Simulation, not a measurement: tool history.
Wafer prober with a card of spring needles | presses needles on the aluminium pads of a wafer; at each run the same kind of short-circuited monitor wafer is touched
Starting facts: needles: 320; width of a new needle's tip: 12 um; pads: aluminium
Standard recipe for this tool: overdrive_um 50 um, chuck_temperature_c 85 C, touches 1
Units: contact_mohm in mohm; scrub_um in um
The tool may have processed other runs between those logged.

{"run": 1, "hour": 0.0, "overdrive_um": 50, "chuck_temperature_c": 85, "touches": 1, "contact_mohm": 201, "scrub_um": 9.44}
{"hour": 9.7, "done": "tips cleaned on abrasive film"}
{"run": 2, "hour": 10.5, "overdrive_um": 50, "chuck_temperature_c": 32, "touches": 1, "contact_mohm": 144, "scrub_um": 9.57}
{"run": 3, "hour": 21.7, "overdrive_um": 50, "chuck_temperature_c": 32, "touches": 1, "contact_mohm": 199, "scrub_um": 9.49}
{"run": 4, "hour": 29.0, "overdrive_um": 50, "chuck_temperature_c": 32, "touches": 1, "contact_mohm": 214, "scrub_um": 9.38}
{"hour": 31.7, "done": "tips cleaned on abrasive film"}
{"run": 5, "hour": 37.4, "overdrive_um": 50, "chuck_temperature_c": 63, "touches": 1, "contact_mohm": 177, "scrub_um": 9.55}
{"run": 6, "hour": 47.0, "overdrive_um": 50, "chuck_temperature_c": 85, "touches": 1, "contact_mohm": 207, "scrub_um": 9.44}
{"hour": 53.4, "done": "tips cleaned on abrasive film"}
{"run": 7, "hour": 54.2, "overdrive_um": 50, "chuck_temperature_c": 85, "touches": 1, "contact_mohm": 149, "scrub_um": 9.47}
{"run": 8, "hour": 60.2, "overdrive_um": 50, "chuck_temperature_c": 85, "touches": 1, "contact_mohm": 183, "scrub_um": 9.35}
{"run": 9, "hour": 65.3, "overdrive_um": 50, "chuck_temperature_c": 85, "touches": 1, "contact_mohm": 199, "scrub_um": 9.36}
{"run": 10, "hour": 73.6, "overdrive_um": 50, "chuck_temperature_c": 34, "touches": 1, "contact_mohm": 220, "scrub_um": 9.34}
{"hour": 75.1, "done": "tips cleaned on abrasive film"}
{"run": 11, "hour": 79.9, "overdrive_um": 50, "chuck_temperature_c": 34, "touches": 1, "contact_mohm": 171, "scrub_um": 9.44}
{"run": 12, "hour": 90.8, "overdrive_um": 50, "chuck_temperature_c": 34, "touches": 1, "contact_mohm": 210, "scrub_um": 9.51}
{"hour": 96.5, "done": "tips cleaned on abrasive film"}
{"run": 13, "hour": 100.8, "overdrive_um": 50, "chuck_temperature_c": 34, "touches": 1, "contact_mohm": 165, "scrub_um": 9.37}
{"run": 14, "hour": 110.1, "overdrive_um": 50, "chuck_temperature_c": 34, "touches": 1, "contact_mohm": 204, "scrub_um": 9.42}
{"run": 15, "hour": 117.2, "overdrive_um": 50, "chuck_temperature_c": 99, "touches": 2, "contact_mohm": 187, "scrub_um": 9.3}
{"hour": 118.1, "done": "tips cleaned on abrasive film"}
{"run": 16, "hour": 126.6, "overdrive_um": 57, "chuck_temperature_c": 34, "touches": 3, "contact_mohm": 144, "scrub_um": 10.64}
{"run": 17, "hour": 134.3, "overdrive_um": 57, "chuck_temperature_c": 34, "touches": 3, "contact_mohm": 152, "scrub_um": 10.68}
{"hour": 139.9, "done": "tips cleaned on abrasive film"}
{"run": 18, "hour": 141.7, "overdrive_um": 44, "chuck_temperature_c": 78, "touches": 1, "contact_mohm": 161, "scrub_um": 8.12}
{"run": 19, "hour": 146.3, "overdrive_um": 44, "chuck_temperature_c": 78, "touches": 1, "contact_mohm": 191, "scrub_um": 8.27}
{"run": 20, "hour": 154.6, "overdrive_um": 50, "chuck_temperature_c": 98, "touches": 1, "contact_mohm": 213, "scrub_um": 9.55}
{"hour": 161.3, "done": "tips cleaned on abrasive film"}
{"run": 21, "hour": 162.1, "overdrive_um": 32, "chuck_temperature_c": 118, "touches": 2, "contact_mohm": 161, "scrub_um": 5.94}
{"run": 22, "hour": 171.2, "overdrive_um": 36, "chuck_temperature_c": 115, "touches": 1, "contact_mohm": 244, "scrub_um": 6.7}
{"run": 23, "hour": 177.3, "overdrive_um": 45, "chuck_temperature_c": 85, "touches": 1, "contact_mohm": 231, "scrub_um": 8.37}

Measured less the same run without the tool's hidden state. The same run-to-run variation is in both; the gauge's scatter may not be:
The hidden state here: debris on the tips, nm; way that the needles fall short of the set height, um; tips' diameter, um; drift of the gauge itself on contact_mohm, %; drift of the gauge itself on scrub_um, %.
run=1 contact_mohm=+68 scrub_um=+0
run=2 contact_mohm=+18 scrub_um=-0.02
run=3 contact_mohm=+73 scrub_um=-0.02
run=4 contact_mohm=+89 scrub_um=-0.02
run=5 contact_mohm=+47 scrub_um=-0.03
run=6 contact_mohm=+75 scrub_um=-0.03
run=7 contact_mohm=+16 scrub_um=-0.06
run=8 contact_mohm=+50 scrub_um=-0.07
run=9 contact_mohm=+68 scrub_um=-0.06
run=10 contact_mohm=+93 scrub_um=-0.06
run=11 contact_mohm=+44 scrub_um=-0.08
run=12 contact_mohm=+85 scrub_um=-0.09
run=13 contact_mohm=+39 scrub_um=-0.11
run=14 contact_mohm=+79 scrub_um=-0.1
run=15 contact_mohm=+51 scrub_um=-0.11
run=16 contact_mohm=+19 scrub_um=-0.13
run=17 contact_mohm=+27 scrub_um=-0.13
run=18 contact_mohm=+28 scrub_um=-0.15
run=19 contact_mohm=+60 scrub_um=-0.14
run=20 contact_mohm=+76 scrub_um=-0.15
run=21 contact_mohm=+18 scrub_um=-0.18
run=22 contact_mohm=+103 scrub_um=-0.18
run=23 contact_mohm=+96 scrub_um=-0.17

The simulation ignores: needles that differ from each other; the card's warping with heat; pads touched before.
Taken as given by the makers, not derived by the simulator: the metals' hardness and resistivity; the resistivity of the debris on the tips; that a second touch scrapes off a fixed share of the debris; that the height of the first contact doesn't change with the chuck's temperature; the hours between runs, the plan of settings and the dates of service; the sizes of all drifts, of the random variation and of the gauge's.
